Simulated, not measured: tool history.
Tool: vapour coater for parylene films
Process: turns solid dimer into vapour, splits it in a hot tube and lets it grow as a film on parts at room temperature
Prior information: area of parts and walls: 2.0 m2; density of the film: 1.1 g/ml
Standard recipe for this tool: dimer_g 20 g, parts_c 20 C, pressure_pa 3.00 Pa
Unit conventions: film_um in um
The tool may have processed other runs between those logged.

run 1 day=0.000 | dimer_g=20 parts_c=20 pressure_pa=3.00 | film_um=4.59
run 2 day=2.296 | dimer_g=20 parts_c=20 pressure_pa=3.60 | film_um=4.36
run 3 day=4.683 | dimer_g=20 parts_c=20 pressure_pa=3.00 | film_um=4.30
-- day=6.008 trap's valve overhauled
run 4 day=6.112 | dimer_g=28 parts_c=20 pressure_pa=3.00 | film_um=6.86
run 5 day=7.371 | dimer_g=28 parts_c=20 pressure_pa=3.00 | film_um=6.59
run 6 day=8.608 | dimer_g=20 parts_c=20 pressure_pa=3.00 | film_um=4.71
run 7 day=10.867 | dimer_g=20 parts_c=20 pressure_pa=3.00 | film_um=4.55
run 8 day=13.167 | dimer_g=10 parts_c=20 pressure_pa=3.00 | film_um=2.23
run 9 day=14.621 | dimer_g=10 parts_c=21 pressure_pa=3.00 | film_um=2.15
run 10 day=16.312 | dimer_g=10 parts_c=21 pressure_pa=3.00 | film_um=2.10
-- day=17.296 trap's valve overhauled
run 11 day=17.479 | dimer_g=20 parts_c=20 pressure_pa=3.00 | film_um=4.84
run 12 day=18.862 | dimer_g=20 parts_c=31 pressure_pa=3.00 | film_um=3.72
run 13 day=20.688 | dimer_g=20 parts_c=31 pressure_pa=3.00 | film_um=3.54
run 14 day=21.742 | dimer_g=20 parts_c=31 pressure_pa=3.00 | film_um=3.57
run 15 day=23.358 | dimer_g=20 parts_c=31 pressure_pa=3.00 | film_um=3.54
run 16 day=24.971 | dimer_g=20 parts_c=31 pressure_pa=3.00 | film_um=3.44
run 17 day=27.229 | dimer_g=20 parts_c=31 pressure_pa=3.00 | film_um=3.38
-- day=28.450 trap's valve overhauled
run 18 day=29.688 | dimer_g=18 parts_c=21 pressure_pa=4.86 | film_um=3.96
run 19 day=31.008 | dimer_g=18 parts_c=21 pressure_pa=2.18 | film_um=4.34
run 20 day=32.621 | dimer_g=14 parts_c=22 pressure_pa=3.00 | film_um=3.15
-- day=32.862 table's thermometer calibrated
run 21 day=34.979 | dimer_g=11 parts_c=16 pressure_pa=3.00 | film_um=2.80
run 22 day=36.650 | dimer_g=20 parts_c=20 pressure_pa=10.49 | film_um=3.83
run 23 day=37.946 | dimer_g=20 parts_c=20 pressure_pa=10.49 | film_um=3.76
-- day=39.650 trap's valve overhauled
run 24 day=40.112 | dimer_g=20 parts_c=20 pressure_pa=10.49 | film_um=4.18
run 25 day=42.079 | dimer_g=20 parts_c=20 pressure_pa=10.49 | film_um=4.11
run 26 day=43.571 | dimer_g=20 parts_c=19 pressure_pa=2.09 | film_um=5.02
-- day=45.392 table's thermometer calibrated, once more
run 27 day=45.529 | dimer_g=20 parts_c=19 pressure_pa=2.09 | film_um=4.85
run 28 day=47.871 | dimer_g=28 parts_c=20 pressure_pa=11.02 | film_um=5.31
run 29 day=50.104 | dimer_g=28 parts_c=12 pressure_pa=11.02 | film_um=6.18
-- day=50.858 trap's valve overhauled
run 30 day=51.421 | dimer_g=25 parts_c=18 pressure_pa=2.72 | film_um=6.37
run 31 day=52.550 | dimer_g=25 parts_c=18 pressure_pa=2.72 | film_um=6.36
run 32 day=54.212 | dimer_g=23 parts_c=31 pressure_pa=4.92 | film_um=3.91

Same runs, no hidden state in the tool, same run-to-run variation:
Hidden state present: vapour lost through the trap's worn valve, %; true temperature of the parts over the reading, C; drift of the gauge itself on film_um, %.
run=1 film_um=4.89
run=2 film_um=4.76
run=3 film_um=4.84
run=4 film_um=6.89
run=5 film_um=6.71
run=6 film_um=4.87
run=7 film_um=4.83
run=8 film_um=2.43
run=9 film_um=2.40
run=10 film_um=2.39
run=11 film_um=4.87
run=12 film_um=3.80
run=13 film_um=3.69
run=14 film_um=3.77
run=15 film_um=3.81
run=16 film_um=3.78
run=17 film_um=3.81
run=18 film_um=4.02
run=19 film_um=4.47
run=20 film_um=3.30
run=21 film_um=3.01
run=22 film_um=4.20
run=23 film_um=4.20
run=24 film_um=4.17
run=25 film_um=4.20
run=26 film_um=5.22
run=27 film_um=5.20
run=28 film_um=5.87
run=29 film_um=7.05
run=30 film_um=6.44
run=31 film_um=6.51
run=32 film_um=4.08
